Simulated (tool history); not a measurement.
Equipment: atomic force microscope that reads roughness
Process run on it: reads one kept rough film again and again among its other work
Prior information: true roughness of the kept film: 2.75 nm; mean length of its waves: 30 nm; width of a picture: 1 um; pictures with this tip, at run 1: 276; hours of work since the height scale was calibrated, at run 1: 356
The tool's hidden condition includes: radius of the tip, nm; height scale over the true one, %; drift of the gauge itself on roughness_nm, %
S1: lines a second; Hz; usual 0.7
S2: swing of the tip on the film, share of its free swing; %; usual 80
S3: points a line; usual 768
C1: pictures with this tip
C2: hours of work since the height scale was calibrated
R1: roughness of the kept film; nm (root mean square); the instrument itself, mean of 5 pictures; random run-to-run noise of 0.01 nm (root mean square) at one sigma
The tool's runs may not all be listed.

| run | hour | S1 | S2 | S3 | C1 | C2 | R1 |
|---|---|---|---|---|---|---|---|
| 1 | 0 | 0.7 | 80 | 768 | 276 | 356 | 2.247 |
| 2 | 26.5 | 0.7 | 87 | 768 | 302 | 372 | 2.16 |
| 3 | 66.1 | 0.7 | 75 | 768 | 339 | 396 | 2.245 |
| 4 | 122.1 | 0.7 | 70 | 768 | 393 | 429 | 2.223 |
|  | 127.8 | new tip fitted |
| 5 | 159.9 | 1.982 | 80 | 768 | 30 | 452 | 2.121 |
| 6 | 190.1 | 1.982 | 80 | 768 | 59 | 470 | 2.119 |
| 7 | 232.9 | 1.982 | 80 | 768 | 100 | 496 | 2.084 |
| 8 | 271.7 | 1.982 | 80 | 768 | 137 | 519 | 2.07 |
| 9 | 312 | 1.264 | 80 | 768 | 175 | 543 | 2.182 |
| 10 | 348.2 | 3.163 | 80 | 768 | 209 | 565 | 1.852 |
| 11 | 383.1 | 3.163 | 80 | 768 | 243 | 586 | 1.828 |
| 12 | 415.5 | 0.7 | 80 | 768 | 274 | 605 | 2.219 |
| 13 | 464.2 | 0.7 | 80 | 525 | 320 | 635 | 2.217 |
| 14 | 487.5 | 0.7 | 80 | 525 | 342 | 649 | 2.2 |
| 15 | 531 | 0.7 | 80 | 525 | 383 | 675 | 2.151 |
|  | 548.4 | new tip fitted |
| 16 | 559.6 | 0.7 | 80 | 688 | 10 | 692 | 2.423 |
| 17 | 595.4 | 0.7 | 57 | 688 | 44 | 713 | 2.505 |
| 18 | 623.4 | 0.678 | 80 | 768 | 71 | 730 | 2.392 |
| 19 | 670.7 | 0.7 | 80 | 768 | 116 | 758 | 2.336 |
| 20 | 705.6 | 0.7 | 80 | 768 | 149 | 779 | 2.301 |
| 21 | 744.1 | 0.7 | 80 | 768 | 186 | 803 | 2.297 |
| 22 | 786.6 | 0.7 | 80 | 768 | 226 | 828 | 2.275 |
| 23 | 811.7 | 0.7 | 80 | 768 | 250 | 843 | 2.26 |
| 24 | 862.6 | 0.7 | 80 | 768 | 299 | 874 | 2.224 |
| 25 | 911.5 | 0.7 | 80 | 768 | 345 | 903 | 2.203 |
| 26 | 955.4 | 1.029 | 80 | 768 | 387 | 929 | 2.118 |
|  | 966.9 | new tip fitted |
| 27 | 1013.1 | 1.029 | 83 | 767 | 44 | 964 | 2.272 |
| 28 | 1043.4 | 1.592 | 56 | 768 | 72 | 982 | 2.447 |
| 29 | 1073.4 | 0.7 | 61 | 768 | 101 | 1000 | 2.45 |
| 30 | 1116 | 0.908 | 88 | 769 | 142 | 1026 | 2.19 |
| 31 | 1158.4 | 0.7 | 68 | 463 | 182 | 1051 | 2.356 |
| 32 | 1209.3 | 1.709 | 72 | 417 | 230 | 1082 | 2.174 |
| 33 | 1246.8 | 1.709 | 72 | 417 | 266 | 1104 | 2.174 |
| 34 | 1279.7 | 0.7 | 80 | 712 | 297 | 1124 | 2.231 |
| 35 | 1325.4 | 0.7 | 80 | 712 | 341 | 1151 | 2.204 |
|  | 1330.7 | height scale calibrated on a step standard |
| 36 | 1372.3 | 0.7 | 80 | 712 | 385 | 25 | 2.182 |
|  | 1387 | new tip fitted |
| 37 | 1413.9 | 0.553 | 72 | 398 | 26 | 50 | 2.506 |
|  | 1429.2 | height scale calibrated on a step standard, once more |
| 38 | 1469.3 | 1.772 | 86 | 433 | 78 | 24 | 2.035 |
| 39 | 1498.3 | 3.75 | 82 | 768 | 105 | 42 | 1.766 |
| 40 | 1534.7 | 1.185 | 80 | 951 | 140 | 63 | 2.215 |
| 41 | 1582 | 1.185 | 80 | 951 | 185 | 92 | 2.191 |
| 42 | 1628.5 | 3.544 | 80 | 983 | 229 | 120 | 1.786 |
| 43 | 1661.1 | 3.544 | 80 | 983 | 260 | 139 | 1.753 |
| 44 | 1687.6 | 1.15 | 78 | 482 | 285 | 155 | 2.151 |
| 45 | 1730.6 | 1.15 | 86 | 482 | 326 | 181 | 2.026 |
| 46 | 1761.2 | 1.861 | 70 | 482 | 355 | 199 | 2.114 |
|  | 1807.8 | new tip fitted |
| 47 | 1809.2 | 0.54 | 85 | 431 | 2 | 228 | 2.404 |
| 48 | 1851.3 | 0.804 | 84 | 313 | 42 | 253 | 2.306 |
| 49 | 1881.9 | 0.804 | 84 | 313 | 71 | 272 | 2.274 |
| 50 | 1924.7 | 0.652 | 76 | 504 | 112 | 297 | 2.39 |

Results for each run, recomputed without the tool's hidden state and with each run's random variation untouched:
| run | R1 |
|---|---|
| 1 | 2.421 |
| 2 | 2.344 |
| 3 | 2.46 |
| 4 | 2.47 |
| 5 | 2.136 |
| 6 | 2.15 |
| 7 | 2.142 |
| 8 | 2.15 |
| 9 | 2.292 |
| 10 | 1.964 |
| 11 | 1.958 |
| 12 | 2.397 |
| 13 | 2.427 |
| 14 | 2.421 |
| 15 | 2.396 |
| 16 | 2.42 |
| 17 | 2.526 |
| 18 | 2.43 |
| 19 | 2.406 |
| 20 | 2.392 |
| 21 | 2.413 |
| 22 | 2.416 |
| 23 | 2.417 |
| 24 | 2.41 |
| 25 | 2.415 |
| 26 | 2.347 |
| 27 | 2.297 |
| 28 | 2.492 |
| 29 | 2.516 |
| 30 | 2.275 |
| 31 | 2.477 |
| 32 | 2.315 |
| 33 | 2.338 |
| 34 | 2.419 |
| 35 | 2.417 |
| 36 | 2.415 |
| 37 | 2.492 |
| 38 | 2.08 |
| 39 | 1.818 |
| 40 | 2.305 |
| 41 | 2.306 |
| 42 | 1.902 |
| 43 | 1.883 |
| 44 | 2.325 |
| 45 | 2.215 |
| 46 | 2.329 |
| 47 | 2.399 |
| 48 | 2.329 |
| 49 | 2.314 |
| 50 | 2.46 |
